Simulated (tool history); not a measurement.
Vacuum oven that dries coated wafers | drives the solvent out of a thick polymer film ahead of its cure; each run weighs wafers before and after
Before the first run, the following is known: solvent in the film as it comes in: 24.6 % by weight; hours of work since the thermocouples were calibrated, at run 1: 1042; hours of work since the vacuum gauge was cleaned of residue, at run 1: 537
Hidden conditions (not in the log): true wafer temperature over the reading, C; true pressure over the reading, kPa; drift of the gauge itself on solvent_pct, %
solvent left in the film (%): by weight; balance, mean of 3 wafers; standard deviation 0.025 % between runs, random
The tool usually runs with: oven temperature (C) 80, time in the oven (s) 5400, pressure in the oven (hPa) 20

| run | hour | oven temperature (C) | time in the oven (s) | pressure in the oven (hPa) | hours of work since the thermocouples were calibrated | hours of work since the vacuum gauge was cleaned of residue | solvent left in the film (%) |
|---|---|---|---|---|---|---|---|
| 1 | 0 | 80 | 5400 | 20 | 1042 | 537 | 2.73 |
| 2 | 42.8 | 80 | 5400 | 20 | 1073 | 569 | 2.71 |
| 3 | 113.5 | 80 | 5400 | 20 | 1126 | 621 | 2.7 |
| 4 | 199.6 | 80 | 5400 | 20 | 1190 | 686 | 2.68 |
|  | 226.6 | oven's thermocouples calibrated |
| 5 | 248.5 | 80 | 5400 | 20 | 16 | 721 | 2.61 |
| 6 | 306.8 | 80 | 5400 | 20 | 60 | 764 | 2.54 |
| 7 | 366.6 | 80 | 5400 | 20 | 104 | 809 | 2.52 |
| 8 | 446.9 | 79 | 5400 | 20 | 164 | 869 | 2.87 |
| 9 | 519.2 | 79 | 5400 | 20 | 218 | 923 | 2.81 |
| 10 | 585.5 | 79 | 5400 | 20 | 268 | 972 | 2.77 |
| 11 | 653.6 | 79 | 5400 | 20 | 319 | 1023 | 2.71 |
| 12 | 705.3 | 91 | 5400 | 20 | 357 | 1061 | 0.78 |
|  | 749.2 | oven's thermocouples calibrated, once more |
| 13 | 767.4 | 91 | 5400 | 20 | 14 | 1106 | 1.04 |
| 14 | 834.6 | 69 | 8100 | 13 | 64 | 1156 | 5.78 |
| 15 | 887.1 | 66 | 3840 | 20 | 103 | 1196 | 12.83 |
| 16 | 935.6 | 77 | 8760 | 12.6 | 139 | 1232 | 2.05 |
| 17 | 1021.2 | 87 | 9060 | 77.5 | 203 | 1296 | 3.44 |
| 18 | 1107.5 | 87 | 9060 | 77.5 | 267 | 1360 | 3.44 |
| 19 | 1152.7 | 73 | 2940 | 45.2 | 301 | 1394 | 11.74 |
| 20 | 1242.7 | 83 | 2700 | 65.1 | 368 | 1461 | 7.66 |
| 21 | 1305.3 | 83 | 2700 | 65.1 | 415 | 1508 | 7.65 |
| 22 | 1375.8 | 83 | 2700 | 65.1 | 467 | 1560 | 7.52 |
| 23 | 1469.1 | 83 | 2700 | 65.1 | 537 | 1630 | 7.48 |
|  | 1527.4 | vacuum gauge cleaned of residue and calibrated |
| 24 | 1562.1 | 80 | 3000 | 58.5 | 605 | 26 | 8.05 |
| 25 | 1603.1 | 80 | 3000 | 58.5 | 636 | 57 | 8.04 |

Predict each of these 5 candidate next runs independently; none follows another, all start after run 25:
| A | 1675.6 | 68 | 3000 | 10.1 | 690 | 111 | ? |
| B | 1675.6 | 80 | 6780 | 58.5 | 690 | 111 | ? |
| C | 1675.6 | 83 | 5160 | 14.6 | 690 | 111 | ? |
| D | 1675.6 | 80 | 7800 | 20 | 690 | 111 | ? |
| E | 1675.6 | 80 | 3000 | 10.6 | 690 | 111 | ? |

| run | solvent left in the film (%) |
|---|---|
| A | 12.25 |
| B | 4.15 |
| C | 1.93 |
| D | 1.74 |
| E | 5.99 |
Stripped of hidden state, with their random variation kept, the same runs would have yielded:
| run | solvent left in the film (%) |
|---|---|
| A | 12.6 |
| B | 4.39 |
| C | 2.13 |
| D | 1.89 |
| E | 6.37 |
